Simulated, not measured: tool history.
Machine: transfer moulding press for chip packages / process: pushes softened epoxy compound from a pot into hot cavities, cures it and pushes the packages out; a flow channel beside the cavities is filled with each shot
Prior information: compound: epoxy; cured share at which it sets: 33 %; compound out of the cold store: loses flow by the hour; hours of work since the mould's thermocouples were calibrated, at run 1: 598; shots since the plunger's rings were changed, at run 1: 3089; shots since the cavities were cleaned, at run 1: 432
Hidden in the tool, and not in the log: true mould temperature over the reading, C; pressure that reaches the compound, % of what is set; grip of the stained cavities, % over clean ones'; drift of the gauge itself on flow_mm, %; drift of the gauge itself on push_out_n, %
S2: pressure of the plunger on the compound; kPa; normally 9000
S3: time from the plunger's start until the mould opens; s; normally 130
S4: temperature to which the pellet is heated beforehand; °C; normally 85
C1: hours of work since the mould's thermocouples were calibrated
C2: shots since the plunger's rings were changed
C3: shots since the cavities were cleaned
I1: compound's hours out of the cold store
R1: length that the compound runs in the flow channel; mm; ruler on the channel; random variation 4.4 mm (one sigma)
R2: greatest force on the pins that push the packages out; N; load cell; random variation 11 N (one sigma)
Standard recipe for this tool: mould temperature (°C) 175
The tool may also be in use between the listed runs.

run 1 hour=0 | mould_temperature_(°C)=175 S2=9000 S3=130 S4=85 | C1=598 C2=3089 C3=432 | I1=37 | R1=720 R2=729
-- hour=42 cavities cleaned with cleaning compound and waxed
run 2 hour=65.9 | mould_temperature_(°C)=175 S2=9000 S3=130 S4=85 | C1=639 C2=3646 C3=207 | I1=30 | R1=745 R2=950
-- hour=132.9 cavities cleaned with cleaning compound and waxed
run 3 hour=135 | mould_temperature_(°C)=175 S2=9000 S3=130 S4=85 | C1=681 C2=4230 C3=19 | I1=44.4 | R1=686 R2=463
run 4 hour=192.9 | mould_temperature_(°C)=175 S2=9000 S3=130 S4=85 | C1=717 C2=4730 C3=519 | I1=23.5 | R1=765 R2=749
-- hour=224.2 cavities cleaned with cleaning compound and waxed
run 5 hour=257.1 | mould_temperature_(°C)=175 S2=9000 S3=137 S4=85 | C1=757 C2=5272 C3=285 | I1=30.1 | R1=732 R2=582
run 6 hour=294 | mould_temperature_(°C)=175 S2=8040 S3=130 S4=85 | C1=780 C2=5591 C3=604 | I1=31.3 | R1=685 R2=731
-- hour=306.1 plunger's sealing rings changed
-- hour=318.5 cavities cleaned with cleaning compound and waxed
run 7 hour=377 | mould_temperature_(°C)=175 S2=8040 S3=130 S4=85 | C1=829 C2=599 C3=505 | I1=21.4 | R1=756 R2=743
-- hour=414.3 cavities cleaned with cleaning compound and waxed
run 8 hour=417.8 | mould_temperature_(°C)=175 S2=8040 S3=130 S4=75 | C1=854 C2=939 C3=31 | I1=8.8 | R1=799 R2=523
-- hour=441.7 mould's thermocouples calibrated
-- hour=463 cavities cleaned with cleaning compound and waxed, once more
run 9 hour=485.2 | mould_temperature_(°C)=175 S2=9000 S3=130 S4=85 | C1=26 C2=1491 C3=192 | I1=42.4 | R1=705 R2=598
run 10 hour=543.5 | mould_temperature_(°C)=175 S2=9000 S3=130 S4=85 | C1=63 C2=1995 C3=696 | I1=16.3 | R1=809 R2=878
-- hour=554.2 cavities cleaned with cleaning compound and waxed
run 11 hour=606 | mould_temperature_(°C)=175 S2=9000 S3=130 S4=85 | C1=101 C2=2522 C3=448 | I1=29.2 | R1=751 R2=729
-- hour=644.8 cavities cleaned with cleaning compound and waxed
run 12 hour=647.3 | mould_temperature_(°C)=175 S2=9000 S3=130 S4=85 | C1=126 C2=2866 C3=22 | I1=24.6 | R1=773 R2=514
run 13 hour=684.1 | mould_temperature_(°C)=175 S2=9000 S3=130 S4=85 | C1=149 C2=3184 C3=340 | I1=21.8 | R1=781 R2=670
-- hour=738.8 cavities cleaned with cleaning compound and waxed
run 14 hour=739.4 | mould_temperature_(°C)=169 S2=9190 S3=132 S4=88 | C1=183 C2=3649 C3=6 | I1=31.6 | R1=762 R2=761
run 15 hour=807.2 | mould_temperature_(°C)=169 S2=7710 S3=132 S4=88 | C1=225 C2=4234 C3=591 | I1=10.9 | R1=778 R2=1223
-- hour=829.4 cavities cleaned with cleaning compound and waxed
run 16 hour=861 | mould_temperature_(°C)=168 S2=9000 S3=130 S4=88 | C1=258 C2=4686 C3=273 | I1=42.6 | R1=716 R2=1012
run 17 hour=905.5 | mould_temperature_(°C)=177 S2=9000 S3=130 S4=85 | C1=286 C2=5071 C3=658 | I1=45.4 | R1=675 R2=683
-- hour=925.4 cavities cleaned with cleaning compound and waxed
-- hour=976.6 plunger's sealing rings changed
run 18 hour=987.9 | mould_temperature_(°C)=171 S2=9580 S3=130 S4=94 | C1=335 C2=98 C3=518 | I1=29.2 | R1=798 R2=967
-- hour=1019.2 cavities cleaned with cleaning compound and waxed
run 19 hour=1047 | mould_temperature_(°C)=171 S2=9580 S3=162 S4=88 | C1=371 C2=596 C3=240 | I1=9.1 | R1=886 R2=593
-- hour=1110.4 cavities cleaned with cleaning compound and waxed
run 20 hour=1116.5 | mould_temperature_(°C)=176 S2=9310 S3=162 S4=88 | C1=414 C2=1184 C3=53 | I1=40.8 | R1=717 R2=370
-- hour=1202.9 cavities cleaned with cleaning compound and waxed
run 21 hour=1202.9 | mould_temperature_(°C)=182 S2=9310 S3=147 S4=77 | C1=467 C2=1917 C3=0 | I1=24.7 | R1=762 R2=348
run 22 hour=1266.3 | mould_temperature_(°C)=182 S2=9310 S3=147 S4=77 | C1=507 C2=2465 C3=548 | I1=19.4 | R1=778 R2=535
-- hour=1296.4 cavities cleaned with cleaning compound and waxed
run 23 hour=1331.8 | mould_temperature_(°C)=175 S2=8830 S3=130 S4=84 | C1=547 C2=3018 C3=306 | I1=16.6 | R1=788 R2=679
-- hour=1387.2 cavities cleaned with cleaning compound and waxed
run 24 hour=1393.1 | mould_temperature_(°C)=175 S2=8830 S3=130 S4=84 | C1=584 C2=3535 C3=51 | I1=47.5 | R1=674 R2=514
run 25 hour=1473.1 | mould_temperature_(°C)=175 S2=8830 S3=130 S4=84 | C1=634 C2=4226 C3=742 | I1=46.5 | R1=672 R2=741
-- hour=1481.8 cavities cleaned with cleaning compound and waxed
run 26 hour=1523.8 | mould_temperature_(°C)=175 S2=8830 S3=130 S4=84 | C1=665 C2=4651 C3=363 | I1=38.8 | R1=691 R2=664

Entry by entry between the runs, the difference in hidden state between the last listed run before and the first listed run after:
After run 1, before run 2: cavities cleaned with cleaning compound and waxed (hour 42)
  true mould temperature over the reading, C: 0.63 -> 0.68; pressure that reaches the compound, % of what is set: 95.7 -> 95; grip of the stained cavities, % over clean ones': 51.8 -> 99.7
  difference, measured minus the result without the unlogged condition, R1: -17 -> -21 mm; R2: +232 -> +453 N
After run 2, before run 3: cavities cleaned with cleaning compound and waxed (hour 132.9)
  true mould temperature over the reading, C: 0.68 -> 0.74; pressure that reaches the compound, % of what is set: 95 -> 94.23; grip of the stained cavities, % over clean ones': 99.7 -> 3.9
  difference, measured minus the result without the unlogged condition, R1: -21 -> -23 mm; R2: +453 -> -2 N
After run 4, before run 5: cavities cleaned with cleaning compound and waxed (hour 224.2)
  true mould temperature over the reading, C: 0.79 -> 0.84; pressure that reaches the compound, % of what is set: 93.51 -> 92.75; grip of the stained cavities, % over clean ones': 55.3 -> 33.1
  difference, measured minus the result without the unlogged condition, R1: -28 -> -30 mm; R2: +239 -> +122 N
After run 6, before run 7: plunger's sealing rings changed (hour 306.1); cavities cleaned with cleaning compound and waxed (hour 318.5)
  true mould temperature over the reading, C: 0.87 -> 0.94; pressure that reaches the compound, % of what is set: 92.27 -> 98.87; grip of the stained cavities, % over clean ones': 58 -> 52.2
  difference, measured minus the result without the unlogged condition, R1: -31 -> -7 mm; R2: +241 -> +223 N
After run 7, before run 8: cavities cleaned with cleaning compound and waxed (hour 414.3)
  true mould temperature over the reading, C: 0.94 -> 0.97; pressure that reaches the compound, % of what is set: 98.87 -> 98.42; grip of the stained cavities, % over clean ones': 52.2 -> 6.1
  difference, measured minus the result without the unlogged condition, R1: -7 -> -10 mm; R2: +223 -> -7 N
After run 8, before run 9: mould's thermocouples calibrated (hour 441.7); cavities cleaned with cleaning compound and waxed, once more (hour 463)
  true mould temperature over the reading, C: 0.97 -> -0.11; pressure that reaches the compound, % of what is set: 98.42 -> 97.73; grip of the stained cavities, % over clean ones': 6.1 -> 24.6
  difference, measured minus the result without the unlogged condition, R1: -10 -> -8 mm; R2: -7 -> +120 N
After run 10, before run 11: cavities cleaned with cleaning compound and waxed (hour 554.2)
  true mould temperature over the reading, C: -0.06 -> -0.01; pressure that reaches the compound, % of what is set: 97.12 -> 96.43; grip of the stained cavities, % over clean ones': 66.2 -> 50.1
  difference, measured minus the result without the unlogged condition, R1: -12 -> -14 mm; R2: +352 -> +243 N
After run 11, before run 12: cavities cleaned with cleaning compound and waxed (hour 644.8)
  true mould temperature over the reading, C: -0.01 -> 0.03; pressure that reaches the compound, % of what is set: 96.43 -> 95.98; grip of the stained cavities, % over clean ones': 50.1 -> 2.5
  difference, measured minus the result without the unlogged condition, R1: -14 -> -16 mm; R2: +243 -> +11 N
After run 13, before run 14: cavities cleaned with cleaning compound and waxed (hour 738.8)
  true mould temperature over the reading, C: 0.06 -> 0.1; pressure that reaches the compound, % of what is set: 95.55 -> 94.94; grip of the stained cavities, % over clean ones': 36.5 -> 1.8
  difference, measured minus the result without the unlogged condition, R1: -19 -> -20 mm; R2: +176 -> +7 N
After run 15, before run 16: cavities cleaned with cleaning compound and waxed (hour 829.4)
  true mould temperature over the reading, C: 0.16 -> 0.21; pressure that reaches the compound, % of what is set: 94.1 -> 93.45; grip of the stained cavities, % over clean ones': 57.6 -> 29.5
  difference, measured minus the result without the unlogged condition, R1: -25 -> -26 mm; R2: +434 -> +217 N
After run 17, before run 18: cavities cleaned with cleaning compound and waxed (hour 925.4); plunger's sealing rings changed (hour 976.6)
  true mould temperature over the reading, C: 0.24 -> 0.31; pressure that reaches the compound, % of what is set: 92.91 -> 99.34; grip of the stained cavities, % over clean ones': 62.5 -> 52.7
  difference, measured minus the result without the unlogged condition, R1: -26 -> -4 mm; R2: +258 -> +317 N
After run 18, before run 19: cavities cleaned with cleaning compound and waxed (hour 1019.2)
  true mould temperature over the reading, C: 0.31 -> 0.36; pressure that reaches the compound, % of what is set: 99.34 -> 98.72; grip of the stained cavities, % over clean ones': 52.7 -> 29.4
  difference, measured minus the result without the unlogged condition, R1: -4 -> -7 mm; R2: +317 -> +125 N
After run 19, before run 20: cavities cleaned with cleaning compound and waxed (hour 1110.4)
  true mould temperature over the reading, C: 0.36 -> 0.41; pressure that reaches the compound, % of what is set: 98.72 -> 97.99; grip of the stained cavities, % over clean ones': 29.4 -> 7.1
  difference, measured minus the result without the unlogged condition, R1: -7 -> -8 mm; R2: +125 -> +22 N
After run 20, before run 21: cavities cleaned with cleaning compound and waxed (hour 1202.9)
  true mould temperature over the reading, C: 0.41 -> 0.49; pressure that reaches the compound, % of what is set: 97.99 -> 97.04; grip of the stained cavities, % over clean ones': 7.1 -> 2.3
  difference, measured minus the result without the unlogged condition, R1: -8 -> -13 mm; R2: +22 -> +6 N
After run 22, before run 23: cavities cleaned with cleaning compound and waxed (hour 1296.4)
  true mould temperature over the reading, C: 0.54 -> 0.59; pressure that reaches the compound, % of what is set: 96.31 -> 95.62; grip of the stained cavities, % over clean ones': 57.4 -> 36.8
  difference, measured minus the result without the unlogged condition, R1: -16 -> -20 mm; R2: +194 -> +163 N
After run 23, before run 24: cavities cleaned with cleaning compound and waxed (hour 1387.2)
  true mould temperature over the reading, C: 0.59 -> 0.65; pressure that reaches the compound, % of what is set: 95.62 -> 94.93; grip of the stained cavities, % over clean ones': 36.8 -> 8.1
  difference, measured minus the result without the unlogged condition, R1: -20 -> -20 mm; R2: +163 -> +19 N
After run 25, before run 26: cavities cleaned with cleaning compound and waxed (hour 1481.8)
  true mould temperature over the reading, C: 0.72 -> 0.76; pressure that reaches the compound, % of what is set: 93.97 -> 93.42; grip of the stained cavities, % over clean ones': 66.3 -> 40.7
  difference, measured minus the result without the unlogged condition, R1: -24 -> -27 mm; R2: +279 -> +169 N

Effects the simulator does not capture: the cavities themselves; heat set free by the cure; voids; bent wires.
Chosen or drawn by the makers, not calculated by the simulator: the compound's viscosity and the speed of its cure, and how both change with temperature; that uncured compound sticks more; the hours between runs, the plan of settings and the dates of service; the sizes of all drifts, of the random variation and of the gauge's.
